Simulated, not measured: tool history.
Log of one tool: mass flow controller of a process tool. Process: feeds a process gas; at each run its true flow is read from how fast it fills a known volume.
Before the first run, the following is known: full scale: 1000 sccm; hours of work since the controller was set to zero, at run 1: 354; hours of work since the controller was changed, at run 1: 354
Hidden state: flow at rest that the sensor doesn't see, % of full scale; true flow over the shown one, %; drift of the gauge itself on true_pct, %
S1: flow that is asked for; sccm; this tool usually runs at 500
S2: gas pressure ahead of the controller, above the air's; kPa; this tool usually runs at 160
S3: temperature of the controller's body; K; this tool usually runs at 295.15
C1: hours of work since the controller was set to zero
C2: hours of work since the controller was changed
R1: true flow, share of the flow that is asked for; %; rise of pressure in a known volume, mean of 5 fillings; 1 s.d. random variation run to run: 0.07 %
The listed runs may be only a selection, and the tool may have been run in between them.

run 1 hour=0.0 | S1=500 S2=160 S3=295.15 | C1=354 C2=354 | R1=98.44
run 2 hour=99.4 | S1=500 S2=160 S3=295.15 | C1=397 C2=397 | R1=98.58
run 3 hour=170.7 | S1=500 S2=160 S3=295.15 | C1=427 C2=427 | R1=98.58
run 4 hour=228.8 | S1=500 S2=160 S3=295.15 | C1=453 C2=453 | R1=98.59
run 5 hour=305.1 | S1=500 S2=203 S3=295.15 | C1=486 C2=486 | R1=98.78
run 6 hour=354.9 | S1=500 S2=203 S3=295.15 | C1=507 C2=507 | R1=98.83
run 7 hour=401.6 | S1=768 S2=160 S3=295.15 | C1=527 C2=527 | R1=98.81
run 8 hour=469.0 | S1=768 S2=160 S3=295.15 | C1=556 C2=556 | R1=99.00
run 9 hour=519.3 | S1=500 S2=160 S3=295.15 | C1=578 C2=578 | R1=98.54
run 10 hour=608.1 | S1=500 S2=190 S3=295.15 | C1=616 C2=616 | R1=98.72
run 11 hour=667.6 | S1=258 S2=270 S3=303.15 | C1=642 C2=642 | R1=99.78
run 12 hour=751.5 | S1=326 S2=200 S3=306.15 | C1=678 C2=678 | R1=99.64
run 13 hour=844.8 | S1=326 S2=200 S3=306.15 | C1=719 C2=719 | R1=99.69
run 14 hour=926.7 | S1=194 S2=254 S3=306.15 | C1=754 C2=754 | R1=99.73
run 15 hour=1010.8 | S1=500 S2=160 S3=312.15 | C1=791 C2=791 | R1=100.25
run 16 hour=1071.1 | S1=189 S2=190 S3=295.15 | C1=817 C2=817 | R1=98.27
run 17 hour=1112.9 | S1=189 S2=190 S3=295.15 | C1=835 C2=835 | R1=98.17
run 18 hour=1168.7 | S1=189 S2=190 S3=295.15 | C1=859 C2=859 | R1=98.13
run 19 hour=1265.3 | S1=189 S2=190 S3=295.15 | C1=901 C2=901 | R1=98.23

What if the next run were any one of these 4? Each begins from the tool's condition after run 19:
run A hour=1320.9 | S1=846 S2=190 S3=297.15 | C1=925 C2=925 | R1=?
run B hour=1320.9 | S1=110 S2=160 S3=295.15 | C1=925 C2=925 | R1=?
run C hour=1320.9 | S1=103 S2=246 S3=295.15 | C1=925 C2=925 | R1=?
run D hour=1320.9 | S1=646 S2=190 S3=295.15 | C1=925 C2=925 | R1=?

run=A R1=99.49
run=B R1=97.80
run=C R1=98.55
run=D R1=99.11
With no hidden state in the tool, these same runs would have given:
run=A R1=99.49
run=B R1=97.80
run=C R1=98.55
run=D R1=99.11

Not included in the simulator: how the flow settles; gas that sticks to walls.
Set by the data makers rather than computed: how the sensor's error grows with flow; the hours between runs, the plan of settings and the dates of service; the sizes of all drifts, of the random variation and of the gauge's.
